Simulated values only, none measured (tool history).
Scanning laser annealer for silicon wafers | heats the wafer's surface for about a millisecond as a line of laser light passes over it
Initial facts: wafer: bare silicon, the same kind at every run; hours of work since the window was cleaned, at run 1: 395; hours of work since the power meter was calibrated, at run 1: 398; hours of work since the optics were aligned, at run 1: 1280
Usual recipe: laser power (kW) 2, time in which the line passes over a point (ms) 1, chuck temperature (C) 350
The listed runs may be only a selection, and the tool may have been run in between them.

run   hour  laser power (kW)  time in which the line passes over a point (ms)  chuck temperature (C)  hours of work since the window was cleaned  hours of work since the power meter was calibrated  hours of work since the optics were aligned  highest temperature of the surface (C)
  1      0                 2                                                1                    350                                         395                                                 398                                         1280                                    1055
  2   18.2             1.918                                                1                    350                                         405                                                 407                                         1289                                    1023
  3   34.2             1.967                                                1                    350                                         413                                                 415                                         1297                                    1043
  4   51.9             1.717                                                1                    350                                         422                                                 424                                         1306                                     953
  5   68.8             1.717                                                1                    350                                         430                                                 433                                         1315                                     954
  6   76.9              1.83                                                1                    350                                         435                                                 437                                         1319                                     997
  7     90             1.742                                             1.07                    368                                         441                                                 443                                         1326                                    1003
  8  101.1             1.742                                              1.2                    368                                         447                                                 449                                         1331                                    1042
  9    119             1.816                                                1                    340                                         456                                                 458                                         1341                                     979
 10  138.9             2.157                                             0.84                    351                                         466                                                 468                                         1351                                    1042

For some of the steps in highest temperature of the surface (C) from one run to the next: how much would appear even if the tool had no hidden state, given the settings, what came in and random variation, and how much remains for the hidden state plus any gauge scatter that the measured result and the result without hidden state don't share?
The tool's hidden condition here consists of: light that passes the window, % of a clean one's; laser's true power over the reading, %; width of the line over the set one, %; drift of the gauge itself on peak_c, C.
Run 3 -> 4: laser power (kW) 1.967 -> 1.717. highest temperature of the surface (C) -90: hidden state +3, all else -93.
